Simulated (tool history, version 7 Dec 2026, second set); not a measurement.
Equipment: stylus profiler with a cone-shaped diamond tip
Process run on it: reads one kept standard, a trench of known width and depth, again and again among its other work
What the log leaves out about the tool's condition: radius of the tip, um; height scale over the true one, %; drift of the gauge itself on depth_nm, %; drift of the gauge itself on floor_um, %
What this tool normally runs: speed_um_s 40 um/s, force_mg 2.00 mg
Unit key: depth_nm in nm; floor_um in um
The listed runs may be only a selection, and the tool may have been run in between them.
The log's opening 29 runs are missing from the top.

run,hour,speed_um_s,force_mg,scans with this tip,hours of work since the height scale was calibrated,depth_nm,floor_um
30,1361.2,23,5.39,25435,1012,100.61,27.66
31,1425.4,35,4.62,25832,1049,100.40,27.57
32,1454.6,35,4.62,26013,1066,100.42,27.64
33,1496.7,132,1.11,26274,1091,99.92,26.44
34,1559.6,132,1.11,26664,1128,99.90,26.43
35,1617.8,29,3.42,27024,1162,100.22,27.55
36,1682.2,29,3.42,27423,1199,100.26,27.52
37,1715.6,29,3.42,27630,1219,100.06,27.55
38,1762.1,29,3.42,27918,1246,100.24,27.51
39,1803.2,38,2.00,28173,1270,99.82,27.43
40,1833.3,39,3.41,28359,1288,99.88,27.48
41,1898.5,39,3.41,28763,1326,100.06,27.45

Here are 3 independent what-if runs from the current tool condition. What would each one return?
A,1932.9,79,4.61,28976,1346,?,?
B,1932.9,39,1.69,28976,1346,?,?
C,1932.9,14,1.37,28976,1346,?,?

run,depth_nm,floor_um
A,100.26,27.30
B,99.81,27.35
C,99.71,27.56
Without the tool's unlogged condition, the same runs would have read:
run,depth_nm,floor_um
A,100.96,28.24
B,100.50,28.30
C,100.40,28.50
